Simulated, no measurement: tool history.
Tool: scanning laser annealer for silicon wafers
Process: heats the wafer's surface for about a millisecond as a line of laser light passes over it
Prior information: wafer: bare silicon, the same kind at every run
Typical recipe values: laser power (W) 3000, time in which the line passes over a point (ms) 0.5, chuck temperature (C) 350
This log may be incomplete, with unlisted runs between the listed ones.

run   hour  laser power (W)  time in which the line passes over a point (ms)  chuck temperature (C)  highest temperature of the surface (C)
  1      0             3000                                              0.5                    350                                    1079
  2   11.3             3000                                              0.5                    350                                    1080
  3   21.7             3044                                              0.5                    350                                    1095
  4   31.6             3000                                              0.5                    350                                    1079
  5   44.8             3000                                            0.453                    350                                    1044
  6     56             3000                                            0.453                    350                                    1046
  7   73.9             3000                                            0.453                    350                                    1045
  8   86.6             3000                                            0.453                    350                                    1042
  9   98.6             3000                                            0.453                    350                                    1042
 10  110.9             3000                                            0.453                    350                                    1041
       117  -- window over the wafer cleaned
 11  128.1             3000                                            0.384                    350                                     974
 12    142             3000                                            0.384                    350                                     974
 13  150.8             3000                                              0.5                    333                                    1038
 14  162.8             3129                                              0.5                    333                                    1077
 15  177.2             3129                                              0.5                    333                                    1077
 16  190.3             3129                                              0.5                    333                                    1078
     211.5  -- window over the wafer cleaned, once more
 17  211.5             3129                                              0.5                    333                                    1147
 18  224.4             3000                                              0.5                    350                                    1121
 19  241.5             3000                                              0.5                    350                                    1117
 20  250.8             3000                                              0.5                    350                                    1114
 21  260.6             3000                                            0.427                    350                                    1062
 22  279.1             3000                                            0.427                    350                                    1058
 23  292.2             3000                                              0.5                    389                                    1155
 24  311.8             2736                                            0.619                    339                                    1087
 25    328             3292                                            0.619                    339                                    1288
 26  341.5             3292                                            0.619                    339                                    1282
 27  357.1             3000                                            0.487                    349                                    1099
 28  365.3             2763                                            0.535                    385                                    1091
 29  376.2             3000                                            0.516                    321                                    1086
 30  390.4             2776                                            0.614                    316                                    1067
 31  398.6             2776                                            0.614                    316                                    1068
 32  413.7             3137                                             0.61                    342                                    1217
 33  430.4             3137                                             0.61                    342                                    1214
     444.3  -- optics aligned, line set to its width
 34  446.7             3000                                            0.358                    350                                    1013
 35  462.7             2718                                            0.536                    322                                    1029
 36  474.1             2683                                             0.37                    376                                     961
 37  490.1             2934                                             0.36                    350                                     993
 38  498.6             2934                                             0.36                    350                                     993
 39  508.9             2934                                             0.36                    350                                     991
 40    526             2934                                             0.36                    350                                     990

A few steps of highest temperature of the surface (C) between consecutive runs. Split each: what settings, incoming material and random variation would produce without the hidden state, and what is left over for the hidden state, along with gauge scatter present in only one of the two compared results (measured, and without hidden state):
Hidden conditions of the tool in this case: light that passes the window, % of a clean one's; laser's true power over the reading, %; width of the line over the set one, %; drift of the gauge itself on peak_c, C.
Run 12 -> 13: time in which the line passes over a point (ms) 0.384 -> 0.5, chuck temperature (C) 350 -> 333. highest temperature of the surface (C) +64: hidden state -10, all else +74.
Run 16 -> 17: window over the wafer cleaned, once more. highest temperature of the surface (C) +69: hidden state +71, all else -2.
Run 24 -> 25: laser power (W) 2736 -> 3292. highest temperature of the surface (C) +201: hidden state -10, all else +211.
Run 26 -> 27: laser power (W) 3292 -> 3000, time in which the line passes over a point (ms) 0.619 -> 0.487, chuck temperature (C) 339 -> 349. highest temperature of the surface (C) -183: hidden state +9, all else -192.
Run 33 -> 34: laser power (W) 3137 -> 3000, time in which the line passes over a point (ms) 0.61 -> 0.358, chuck temperature (C) 342 -> 350, optics aligned, line set to its width. highest temperature of the surface (C) -201: hidden state +37, all else -238.

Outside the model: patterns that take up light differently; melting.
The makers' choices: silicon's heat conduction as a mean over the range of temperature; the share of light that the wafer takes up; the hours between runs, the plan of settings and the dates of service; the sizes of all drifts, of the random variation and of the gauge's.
